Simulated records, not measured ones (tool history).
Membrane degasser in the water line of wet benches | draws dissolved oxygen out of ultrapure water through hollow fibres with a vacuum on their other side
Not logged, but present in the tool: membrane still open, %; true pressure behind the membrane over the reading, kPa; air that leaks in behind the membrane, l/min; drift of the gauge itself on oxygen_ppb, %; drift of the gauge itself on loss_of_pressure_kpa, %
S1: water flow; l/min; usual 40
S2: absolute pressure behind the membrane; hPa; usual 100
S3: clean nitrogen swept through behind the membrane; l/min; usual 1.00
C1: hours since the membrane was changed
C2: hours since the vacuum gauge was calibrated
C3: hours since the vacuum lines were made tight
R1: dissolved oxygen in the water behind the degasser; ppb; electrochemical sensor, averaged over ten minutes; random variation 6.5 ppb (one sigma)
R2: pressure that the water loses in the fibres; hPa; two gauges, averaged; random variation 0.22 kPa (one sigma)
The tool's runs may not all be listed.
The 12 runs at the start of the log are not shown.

{"run": 13, "hour": 625.5, "S1": 40, "S2": 100, "S3": 1.0, "C1": 2177, "C2": 227, "C3": 11091, "R1": 703.6, "R2": 547.1}
{"run": 14, "hour": 675.5, "S1": 40, "S2": 100, "S3": 1.0, "C1": 2227, "C2": 277, "C3": 11141, "R1": 709.6, "R2": 546.3}
{"run": 15, "hour": 727.9, "S1": 40, "S2": 100, "S3": 1.19, "C1": 2280, "C2": 330, "C3": 11194, "R1": 637.9, "R2": 548.8}
{"run": 16, "hour": 765.8, "S1": 40, "S2": 100, "S3": 1.19, "C1": 2317, "C2": 367, "C3": 11231, "R1": 631.6, "R2": 548.3}
{"run": 17, "hour": 808.3, "S1": 40, "S2": 72, "S3": 0.55, "C1": 2360, "C2": 410, "C3": 11274, "R1": 669.4, "R2": 549.0}
{"hour": 814.1, "done": "vacuum gauge calibrated, once more"}
{"run": 18, "hour": 862.9, "S1": 27, "S2": 100, "S3": 1.0, "C1": 2414, "C2": 49, "C3": 11328, "R1": 480.9, "R2": 372.4}
{"run": 19, "hour": 902.5, "S1": 59, "S2": 148, "S3": 0.57, "C1": 2454, "C2": 88, "C3": 11368, "R1": 1796.3, "R2": 813.2}
{"run": 20, "hour": 962.2, "S1": 59, "S2": 166, "S3": 0.57, "C1": 2513, "C2": 148, "C3": 11427, "R1": 2012.9, "R2": 813.8}
{"run": 21, "hour": 1034.5, "S1": 61, "S2": 134, "S3": 0.47, "C1": 2586, "C2": 220, "C3": 11500, "R1": 1830.0, "R2": 839.5}
{"run": 22, "hour": 1087.4, "S1": 61, "S2": 134, "S3": 0.47, "C1": 2639, "C2": 273, "C3": 11553, "R1": 1846.8, "R2": 836.2}
{"run": 23, "hour": 1153.5, "S1": 27, "S2": 93, "S3": 0.55, "C1": 2705, "C2": 339, "C3": 11619, "R1": 629.2, "R2": 371.0}
{"run": 24, "hour": 1200.0, "S1": 35, "S2": 248, "S3": 1.17, "C1": 2751, "C2": 386, "C3": 11665, "R1": 1325.5, "R2": 478.1}
{"run": 25, "hour": 1231.1, "S1": 35, "S2": 112, "S3": 0.76, "C1": 2782, "C2": 417, "C3": 11696, "R1": 819.4, "R2": 482.4}
{"run": 26, "hour": 1290.8, "S1": 35, "S2": 112, "S3": 0.76, "C1": 2842, "C2": 477, "C3": 11756, "R1": 823.5, "R2": 478.2}
{"run": 27, "hour": 1352.5, "S1": 35, "S2": 112, "S3": 0.76, "C1": 2904, "C2": 538, "C3": 11818, "R1": 817.4, "R2": 481.4}
{"run": 28, "hour": 1414.1, "S1": 35, "S2": 112, "S3": 0.76, "C1": 2965, "C2": 600, "C3": 11879, "R1": 806.2, "R2": 481.8}
{"run": 29, "hour": 1444.2, "S1": 58, "S2": 100, "S3": 1.0, "C1": 2995, "C2": 630, "C3": 11909, "R1": 981.6, "R2": 799.4}
{"run": 30, "hour": 1491.7, "S1": 40, "S2": 117, "S3": 1.0, "C1": 3043, "C2": 678, "C3": 11957, "R1": 805.1, "R2": 551.2}
{"run": 31, "hour": 1546.6, "S1": 48, "S2": 86, "S3": 2.31, "C1": 3098, "C2": 733, "C3": 12012, "R1": 487.3, "R2": 657.9}
{"run": 32, "hour": 1600.8, "S1": 48, "S2": 86, "S3": 2.31, "C1": 3152, "C2": 787, "C3": 12066, "R1": 498.8, "R2": 664.5}

Consider 4 possible next runs. They are alternatives, not a sequence: every one starts from the tool as it was left by run 32. What does each give?
{"run": "A", "hour": 1642.5, "S1": 59, "S2": 67, "S3": 2.04, "C1": 3194, "C2": 828, "C3": 12108, "R1": "?", "R2": "?"}
{"run": "B", "hour": 1642.5, "S1": 45, "S2": 82, "S3": 2.24, "C1": 3194, "C2": 828, "C3": 12108, "R1": "?", "R2": "?"}
{"run": "C", "hour": 1642.5, "S1": 40, "S2": 100, "S3": 0.4, "C1": 3194, "C2": 828, "C3": 12108, "R1": "?", "R2": "?"}
{"run": "D", "hour": 1642.5, "S1": 27, "S2": 94, "S3": 1.98, "C1": 3194, "C2": 828, "C3": 12108, "R1": "?", "R2": "?"}

run=A R1=546.4 R2=813.8
run=B R1=445.2 R2=621.0
run=C R1=1116.2 R2=552.6
run=D R1=298.5 R2=372.5
The same runs, with their run-to-run variation unchanged, on a tool lacking any hidden condition would have given:
run=A R1=534.4 R2=805.4
run=B R1=435.2 R2=614.6
run=C R1=1118.0 R2=546.9
run=D R1=291.0 R2=368.7
